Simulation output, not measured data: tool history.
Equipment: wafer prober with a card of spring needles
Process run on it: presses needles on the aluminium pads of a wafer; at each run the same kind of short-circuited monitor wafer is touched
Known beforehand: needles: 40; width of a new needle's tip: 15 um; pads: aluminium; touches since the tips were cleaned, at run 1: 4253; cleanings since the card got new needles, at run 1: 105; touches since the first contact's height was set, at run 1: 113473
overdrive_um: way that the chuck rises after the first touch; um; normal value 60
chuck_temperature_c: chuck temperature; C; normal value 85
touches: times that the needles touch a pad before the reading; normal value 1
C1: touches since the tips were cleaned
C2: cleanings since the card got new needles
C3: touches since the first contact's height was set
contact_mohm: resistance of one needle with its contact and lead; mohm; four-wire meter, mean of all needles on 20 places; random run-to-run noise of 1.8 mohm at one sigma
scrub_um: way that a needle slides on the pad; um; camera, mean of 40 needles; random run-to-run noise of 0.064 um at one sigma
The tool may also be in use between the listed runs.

Run 1, day 0.000: usual settings; C1 4253; C2 105; C3 113473. Result: contact_mohm 185 mohm, scrub_um 15.22 um.
At day 0.104: tips cleaned on abrasive film.
At day 0.521: tips cleaned on abrasive film.
At day 0.975: tips cleaned on abrasive film.
Run 2, day 0.988: usual settings; C1 132; C2 108; C3 124391. Result: contact_mohm 182 mohm, scrub_um 15.20 um.
At day 1.404: tips cleaned on abrasive film.
At day 1.879: tips cleaned on abrasive film.
Run 3, day 2.154: usual settings but chuck_temperature_c 47 C; C1 3104; C2 110; C3 137394. Result: contact_mohm 174 mohm, scrub_um 15.30 um.
At day 2.325: tips cleaned on abrasive film.
At day 2.796: tips cleaned on abrasive film.
At day 3.258: tips cleaned on abrasive film.
At day 3.688: tips cleaned on abrasive film.
Run 4, day 3.742: usual settings but chuck_temperature_c 47 C; C1 594; C2 114; C3 154976. Result: contact_mohm 176 mohm, scrub_um 15.19 um.
At day 4.146: tips cleaned on abrasive film.
At day 4.638: tips cleaned on abrasive film.
Run 5, day 4.658: usual settings but touches 2; C1 220; C2 116; C3 165128. Result: contact_mohm 182 mohm, scrub_um 15.31 um.
At day 5.146: tips cleaned on abrasive film.
At day 5.633: tips cleaned on abrasive film.
Run 6, day 5.904: usual settings but chuck_temperature_c 112 C, touches 2; C1 3034; C2 118; C3 179015. Result: contact_mohm 192 mohm, scrub_um 15.21 um.
At day 6.092: tips cleaned on abrasive film.
At day 6.500: tips cleaned on abrasive film.
Run 7, day 6.846: usual settings but chuck_temperature_c 115 C; C1 3856; C2 120; C3 189447. Result: contact_mohm 190 mohm, scrub_um 15.16 um.
At day 6.929: tips cleaned on abrasive film.
At day 7.417: tips cleaned on abrasive film.
At day 7.900: tips cleaned on abrasive film.
Run 8, day 8.300: usual settings but chuck_temperature_c 115 C; C1 4506; C2 123; C3 205635. Result: contact_mohm 191 mohm, scrub_um 15.22 um.
At day 8.408: tips cleaned on abrasive film.
At day 8.800: height of the first contact set anew.
At day 8.908: tips cleaned on abrasive film.
Run 9, day 9.208: usual settings but overdrive_um 44 um; C1 3348; C2 125; C3 4486. Result: contact_mohm 196 mohm, scrub_um 11.08 um.
At day 9.400: tips cleaned on abrasive film.
At day 9.875: tips cleaned on abrasive film.
At day 10.333: tips cleaned on abrasive film.
Run 10, day 10.629: usual settings but chuck_temperature_c 109 C; C1 3308; C2 128; C3 20268. Result: contact_mohm 191 mohm, scrub_um 15.19 um.
At day 10.833: tips cleaned on abrasive film.
At day 11.308: tips cleaned on abrasive film.
Run 11, day 11.633: usual settings but overdrive_um 47 um, chuck_temperature_c 109 C; C1 3623; C2 130; C3 31426. Result: contact_mohm 201 mohm, scrub_um 11.88 um.
At day 11.812: tips cleaned on abrasive film.
At day 12.275: tips cleaned on abrasive film.
Run 12, day 12.588: usual settings but overdrive_um 47 um, chuck_temperature_c 109 C; C1 3522; C2 132; C3 42044. Result: contact_mohm 203 mohm, scrub_um 11.86 um.
At day 12.783: tips cleaned on abrasive film.
At day 13.250: tips cleaned on abrasive film.
At day 13.729: tips cleaned on abrasive film.
Run 13, day 14.054: usual settings; C1 3645; C2 135; C3 58331. Result: contact_mohm 185 mohm, scrub_um 15.12 um.
At day 14.162: tips cleaned on abrasive film.
At day 14.625: tips cleaned on abrasive film.
At day 15.088: tips cleaned on abrasive film.
Run 14, day 15.392: usual settings; C1 3377; C2 138; C3 73151. Result: contact_mohm 183 mohm, scrub_um 15.22 um.
At day 15.596: tips cleaned on abrasive film.
At day 16.071: tips cleaned on abrasive film.
At day 16.483: tips cleaned on abrasive film.
Run 15, day 16.738: usual settings; C1 2865; C2 141; C3 88105. Result: contact_mohm 183 mohm, scrub_um 15.17 um.
At day 16.908: tips cleaned on abrasive film.
At day 17.379: tips cleaned on abrasive film.
At day 17.817: tips cleaned on abrasive film.
At day 18.275: tips cleaned on abrasive film.
Run 16, day 18.275: usual settings but touches 2; C1 0; C2 145; C3 105129. Result: contact_mohm 184 mohm, scrub_um 14.93 um.
At day 18.750: tips cleaned on abrasive film.
At day 19.242: tips cleaned on abrasive film.
Run 17, day 19.267: usual settings but chuck_temperature_c 30 C; C1 272; C2 147; C3 116139. Result: contact_mohm 173 mohm, scrub_um 15.04 um.

What will run 18 give?
At day 19.675: tips cleaned on abrasive film.
At day 20.100: tips cleaned on abrasive film.
Run 18, day 20.296: usual settings but chuck_temperature_c 49 C; C1 2202; C2 149; C3 127596. Result: contact_mohm ?, scrub_um ?.

contact_mohm: 180 mohm
scrub_um: 15.11 um
With the hidden condition absent and the run-to-run variation left alone, this run would have shown contact_mohm 179 mohm, scrub_um 15.26 um.
